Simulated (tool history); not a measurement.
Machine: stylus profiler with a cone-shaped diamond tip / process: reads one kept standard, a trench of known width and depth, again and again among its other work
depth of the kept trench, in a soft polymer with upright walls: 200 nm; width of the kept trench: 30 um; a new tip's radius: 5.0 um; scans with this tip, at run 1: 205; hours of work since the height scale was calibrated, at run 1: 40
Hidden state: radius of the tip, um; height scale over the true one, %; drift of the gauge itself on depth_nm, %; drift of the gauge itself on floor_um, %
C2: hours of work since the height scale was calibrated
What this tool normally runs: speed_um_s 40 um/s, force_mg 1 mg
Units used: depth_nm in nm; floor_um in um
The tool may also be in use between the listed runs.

Run 1, hour 0: usual settings; scans with this tip 205; C2 40. Result: depth_nm 201.22 nm, floor_um 26.87 um.
Run 2, hour 26.7: usual settings; scans with this tip 280; C2 54. Result: depth_nm 201.17 nm, floor_um 26.87 um.
Run 3, hour 52.6: usual settings; scans with this tip 354; C2 68. Result: depth_nm 201.19 nm, floor_um 26.89 um.
Run 4, hour 71: usual settings; scans with this tip 406; C2 79. Result: depth_nm 201.21 nm, floor_um 26.95 um.
Run 5, hour 103.5: usual settings but force_mg 0.39 mg; scans with this tip 498; C2 96. Result: depth_nm 200.47 nm, floor_um 26.63 um.
Run 6, hour 125.8: usual settings; scans with this tip 561; C2 109. Result: depth_nm 201.14 nm, floor_um 26.86 um.
Run 7, hour 152.2: usual settings; scans with this tip 636; C2 123. Result: depth_nm 201.17 nm, floor_um 26.82 um.
Run 8, hour 182.2: usual settings; scans with this tip 721; C2 139. Result: depth_nm 201.16 nm, floor_um 26.87 um.
Run 9, hour 198: usual settings; scans with this tip 766; C2 148. Result: depth_nm 201.21 nm, floor_um 26.8 um.
Run 10, hour 226.5: usual settings; scans with this tip 846; C2 164. Result: depth_nm 201.15 nm, floor_um 26.85 um.
Run 11, hour 254.9: usual settings; scans with this tip 927; C2 179. Result: depth_nm 201.12 nm, floor_um 26.85 um.
Run 12, hour 286.8: usual settings; scans with this tip 1017; C2 197. Result: depth_nm 201.2 nm, floor_um 26.83 um.
Run 13, hour 300.2: usual settings; scans with this tip 1055; C2 204. Result: depth_nm 201.19 nm, floor_um 26.82 um.
Run 14, hour 326.9: usual settings; scans with this tip 1131; C2 219. Result: depth_nm 201.17 nm, floor_um 26.78 um.
At hour 330.5: height scale calibrated on a step standard.
Run 15, hour 356.6: usual settings; scans with this tip 1213; C2 14. Result: depth_nm 201.07 nm, floor_um 26.87 um.
Run 16, hour 382.7: usual settings; scans with this tip 1287; C2 29. Result: depth_nm 201.08 nm, floor_um 26.84 um.
At hour 385.8: height scale calibrated on a step standard, once more.
Run 17, hour 412.8: usual settings; scans with this tip 1371; C2 15. Result: depth_nm 201.47 nm, floor_um 26.82 um.
Run 18, hour 427.8: usual settings but force_mg 1.2 mg; scans with this tip 1413; C2 23. Result: depth_nm 201.6 nm, floor_um 26.81 um.
Run 19, hour 442.7: usual settings but force_mg 1.2 mg; scans with this tip 1456; C2 31. Result: depth_nm 201.67 nm, floor_um 26.88 um.
Run 20, hour 474.3: usual settings but speed_um_s 57 um/s, force_mg 0.5 mg; scans with this tip 1545; C2 48. Result: depth_nm 200.97 nm, floor_um 26.43 um.
Run 21, hour 499.5: usual settings but speed_um_s 43 um/s, force_mg 0.5 mg; scans with this tip 1616; C2 62. Result: depth_nm 200.96 nm, floor_um 26.65 um.
Run 22, hour 512.9: usual settings but speed_um_s 39 um/s, force_mg 2.39 mg; scans with this tip 1654; C2 70. Result: depth_nm 202.48 nm, floor_um 26.91 um.
Run 23, hour 532.7: usual settings but speed_um_s 130 um/s; scans with this tip 1710; C2 80. Result: depth_nm 201.45 nm, floor_um 26.1 um.
Run 24, hour 563: usual settings but speed_um_s 130 um/s; scans with this tip 1796; C2 97. Result: depth_nm 201.47 nm, floor_um 26.05 um.
Run 25, hour 590.3: usual settings but speed_um_s 77 um/s, force_mg 1.03 mg; scans with this tip 1874; C2 112. Result: depth_nm 201.51 nm, floor_um 26.5 um.
Run 26, hour 616.7: usual settings but speed_um_s 156 um/s, force_mg 1.09 mg; scans with this tip 1948; C2 126. Result: depth_nm 201.57 nm, floor_um 25.9 um.
Run 27, hour 647.6: usual settings but speed_um_s 156 um/s, force_mg 1.09 mg; scans with this tip 2036; C2 143. Result: depth_nm 201.51 nm, floor_um 25.96 um.
Run 28, hour 676.8: usual settings but speed_um_s 77 um/s, force_mg 0.47 mg; scans with this tip 2119; C2 159. Result: depth_nm 200.83 nm, floor_um 26.25 um.
Run 29, hour 696.5: usual settings but speed_um_s 20 um/s, force_mg 0.8 mg; scans with this tip 2174; C2 170. Result: depth_nm 201.22 nm, floor_um 26.89 um.
Run 30, hour 726.2: usual settings but speed_um_s 20 um/s, force_mg 0.8 mg; scans with this tip 2258; C2 186. Result: depth_nm 201.3 nm, floor_um 26.89 um.
Run 31, hour 751.6: usual settings but speed_um_s 20 um/s, force_mg 1.19 mg; scans with this tip 2330; C2 200. Result: depth_nm 201.51 nm, floor_um 26.92 um.
Run 32, hour 778.1: usual settings but speed_um_s 20 um/s, force_mg 1.19 mg; scans with this tip 2405; C2 215. Result: depth_nm 201.58 nm, floor_um 26.98 um.

Difference, measured minus no-hidden-state, one row per run. Run-to-run variation is common to both terms; the gauge's own scatter need not be:
run  depth_nm  floor_um
  1     -0.14        +0
  2     -0.15     -0.01
  3     -0.15     -0.01
  4     -0.15     -0.01
  5     -0.16     -0.02
  6     -0.16     -0.02
  7     -0.17     -0.03
  8     -0.17     -0.03
  9     -0.18     -0.04
 10     -0.18     -0.04
 11     -0.19     -0.05
 12     -0.19     -0.05
 13     -0.19     -0.05
 14      -0.2     -0.06
 15     -0.27     -0.06
 16     -0.27     -0.07
 17      +0.1     -0.07
 18      +0.1     -0.08
 19      +0.1     -0.07
 20     +0.09     -0.09
 21     +0.09     -0.08
 22     +0.09     -0.08
 23     +0.09     -0.09
 24     +0.08     -0.09
 25     +0.08      -0.1
 26     +0.07     -0.11
 27     +0.06     -0.11
 28     +0.06     -0.11
 29     +0.05     -0.11
 30     +0.06     -0.12
 31     +0.05     -0.12
 32     +0.04     -0.13
